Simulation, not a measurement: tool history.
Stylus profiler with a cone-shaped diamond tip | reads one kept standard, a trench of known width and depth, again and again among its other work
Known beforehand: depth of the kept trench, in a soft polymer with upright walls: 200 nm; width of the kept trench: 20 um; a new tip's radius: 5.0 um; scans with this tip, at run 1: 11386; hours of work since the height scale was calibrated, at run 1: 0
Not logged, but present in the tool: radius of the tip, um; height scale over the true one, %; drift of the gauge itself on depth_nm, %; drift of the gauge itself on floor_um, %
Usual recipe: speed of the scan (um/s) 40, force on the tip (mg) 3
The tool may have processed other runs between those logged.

run	hour	speed of the scan (um/s)	force on the tip (mg)	scans with this tip	hours of work since the height scale was calibrated	depth of the trench (Å)	width of the trench's floor (µm)
1	0	40	3	11386	0	2028.9	15.39
2	41.4	40	3	11655	26	2029	15.29
3	91.1	40	3	11977	58	2029	15.3
4	150.8	40	3	12365	96	2029.3	15.3
5	212.9	20	3	12768	135	2029.1	15.3
6	266.8	48	3	13118	169	2029.3	15.17
7	336.2	40	3.36	13569	213	2031.6	15.13
8	410	40	3.36	14048	260	2032.3	15.03
9	453.9	40	3	14333	288	2029.9	15.07
10	531.2	50	3	14835	337	2030.4	14.93
11	603.1	88	3	15302	382	2030.2	14.68
12	652.3	40	3	15621	413	2030.6	14.9
13	705	40	3	15964	447	2031	14.85
14	765	40	3	16353	485	2030.9	14.81
15	828.4	40	4.68	16765	525	2040.7	14.9
16	886.7	40	3	17144	562	2031.4	14.79
17	959	40	3	17613	608	2031.4	14.72
18	1030.7	40	3	18078	653	2031.5	14.62
19	1106.2	40	2.55	18568	701	2028.8	14.57
20	1156.5	40	3	18895	733	2031.8	14.59
# hour 1199.3: new tip fitted, height scale calibrated
21	1228.7	40	3	191	19	2027	17
22	1289	40	2.06	582	57	2020.9	16.81
23	1325.4	40	1.04	818	80	2013.5	16.65
24	1403.7	120	2.61	1327	130	2025.3	16.33
25	1456.2	120	2.61	1668	163	2024.8	16.29
26	1502.4	35	3.5	1968	192	2031	16.65
27	1561	19	1.49	2348	229	2017.4	16.68
28	1623	19	1.49	2751	268	2017.8	16.58
29	1670.4	42	5.37	3059	299	2040.8	16.53
30	1724.7	70	3	3411	333	2027.7	16.38
31	1792.7	31	8.19	3853	376	2055.2	16.43
32	1854.3	31	8.19	4253	415	2054.4	16.38
33	1916.8	22	1.41	4659	455	2017.4	16.31
34	1953.2	27	1.12	4895	478	2015.7	16.17
35	2014.2	12	2.1	5291	516	2023.4	16.29
36	2093	32	1.67	5803	566	2020.4	16.09
37	2150.1	32	1.67	6173	602	2020.4	15.96
38	2186.8	32	1.67	6412	626	2020.5	16.01
39	2224.5	88	4.01	6657	650	2035.1	15.78
40	2303.4	75	6.23	7169	700	2047.4	15.86
41	2383	82	7.58	7685	750	2053.8	15.73
42	2422.8	82	7.58	7944	775	2053.8	15.76
43	2494.6	30	1.41	8410	821	2019.3	15.74
44	2532.4	12	4.7	8656	845	2040.1	15.83
45	2593.2	120	1.58	9050	883	2021.4	15.1

Below are 3 alternative next runs, each starting from the tool's condition after run 45. Predict each:
A	2667.7	28	3.17	9534	930	?	?
B	2667.7	16	1.58	9534	930	?	?
C	2667.7	70	1.62	9534	930	?	?

run	depth of the trench (Å)	width of the trench's floor (µm)
A	2031.9	15.61
B	2021.4	15.7
C	2021.3	15.4
Take away the tool's hidden state, keep each run's random variation, and the runs would have read:
run	depth of the trench (Å)	width of the trench's floor (µm)
A	2028.4	17.03
B	2017.9	17.12
C	2017.8	16.82

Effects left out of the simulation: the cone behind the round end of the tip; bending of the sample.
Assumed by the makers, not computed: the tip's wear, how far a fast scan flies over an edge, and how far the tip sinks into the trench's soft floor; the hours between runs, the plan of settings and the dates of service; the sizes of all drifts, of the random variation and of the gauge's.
